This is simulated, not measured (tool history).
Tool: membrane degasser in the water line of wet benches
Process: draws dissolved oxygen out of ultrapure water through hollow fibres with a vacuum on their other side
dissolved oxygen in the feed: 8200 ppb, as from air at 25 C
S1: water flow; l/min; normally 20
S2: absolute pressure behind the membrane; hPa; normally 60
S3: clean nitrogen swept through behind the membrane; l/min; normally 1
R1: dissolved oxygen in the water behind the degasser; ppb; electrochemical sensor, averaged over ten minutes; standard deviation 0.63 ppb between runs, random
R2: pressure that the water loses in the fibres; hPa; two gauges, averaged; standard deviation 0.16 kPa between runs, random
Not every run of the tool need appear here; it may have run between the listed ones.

run 1 hour=0 | S1=20 S2=60 S3=1 | R1=135.5 R2=267.1
run 2 hour=75.1 | S1=20 S2=60 S3=0.92 | R1=143.3 R2=265
run 3 hour=153.9 | S1=20 S2=60 S3=0.92 | R1=144.3 R2=269.2
run 4 hour=226.4 | S1=21 S2=60 S3=0.92 | R1=151.4 R2=280.1
run 5 hour=302.7 | S1=21 S2=60 S3=0.92 | R1=153 R2=280.3
run 6 hour=383.2 | S1=21 S2=60 S3=0.92 | R1=152 R2=278.3
run 7 hour=445.9 | S1=23 S2=60 S3=0.92 | R1=166.6 R2=306.5
run 8 hour=491.2 | S1=20 S2=107.1 S3=1 | R1=338.5 R2=265.1
run 9 hour=557.2 | S1=20 S2=107.1 S3=1 | R1=337.2 R2=267.3
run 10 hour=597.3 | S1=20 S2=60 S3=1 | R1=136.4 R2=269.1
run 11 hour=648.3 | S1=20 S2=60 S3=1 | R1=136.4 R2=266.1
run 12 hour=682.1 | S1=20 S2=60 S3=1 | R1=136 R2=264.6
run 13 hour=746.9 | S1=13 S2=60 S3=2.8 | R1=36.9 R2=175.1
run 14 hour=796.7 | S1=13 S2=60 S3=2.8 | R1=36.7 R2=172.6
run 15 hour=844.7 | S1=13 S2=60 S3=1.01 | R1=90.6 R2=169.8
run 16 hour=904.3 | S1=20 S2=47.5 S3=1 | R1=80.7 R2=266.7
run 17 hour=949.4 | S1=24 S2=93.7 S3=1 | R1=328.9 R2=320.5
run 18 hour=1015.8 | S1=24 S2=93.7 S3=1 | R1=330.4 R2=318.3
run 19 hour=1059 | S1=12 S2=65.1 S3=2.76 | R1=40.1 R2=160.9
-- hour=1098.1 vacuum gauge calibrated
run 20 hour=1114.7 | S1=20 S2=37.3 S3=1 | R1=31.8 R2=267.9
run 21 hour=1149.3 | S1=20 S2=106.1 S3=1 | R1=332 R2=265.8
run 22 hour=1219.6 | S1=29 S2=50.9 S3=0.87 | R1=148.1 R2=387
run 23 hour=1293.7 | S1=29 S2=50.9 S3=0.87 | R1=148.9 R2=386.2

What would each run have given without the hidden state, its run-to-run variation left as it was?
The hidden state here: membrane still open, %; true pressure behind the membrane over the reading, kPa; air that leaks in behind the membrane, l/min; drift of the gauge itself on oxygen_ppb, %; drift of the gauge itself on loss_of_pressure_kpa, %.
run=1 R1=131.2 R2=266.8
run=2 R1=138.8 R2=264.6
run=3 R1=139.7 R2=268.7
run=4 R1=146.6 R2=279.4
run=5 R1=148.1 R2=279.6
run=6 R1=147.1 R2=277.4
run=7 R1=161.4 R2=305.4
run=8 R1=330.5 R2=264.1
run=9 R1=329.1 R2=266.2
run=10 R1=131.3 R2=268
run=11 R1=131.3 R2=264.9
run=12 R1=130.9 R2=263.4
run=13 R1=34.5 R2=174.3
run=14 R1=34.3 R2=171.7
run=15 R1=85.6 R2=168.8
run=16 R1=76.1 R2=265.1
run=17 R1=321.5 R2=318.6
run=18 R1=322.8 R2=316.3
run=19 R1=37.4 R2=159.8
run=20 R1=31.3 R2=266.1
run=21 R1=326.4 R2=264
run=22 R1=146.9 R2=384.2
run=23 R1=147.6 R2=383.2
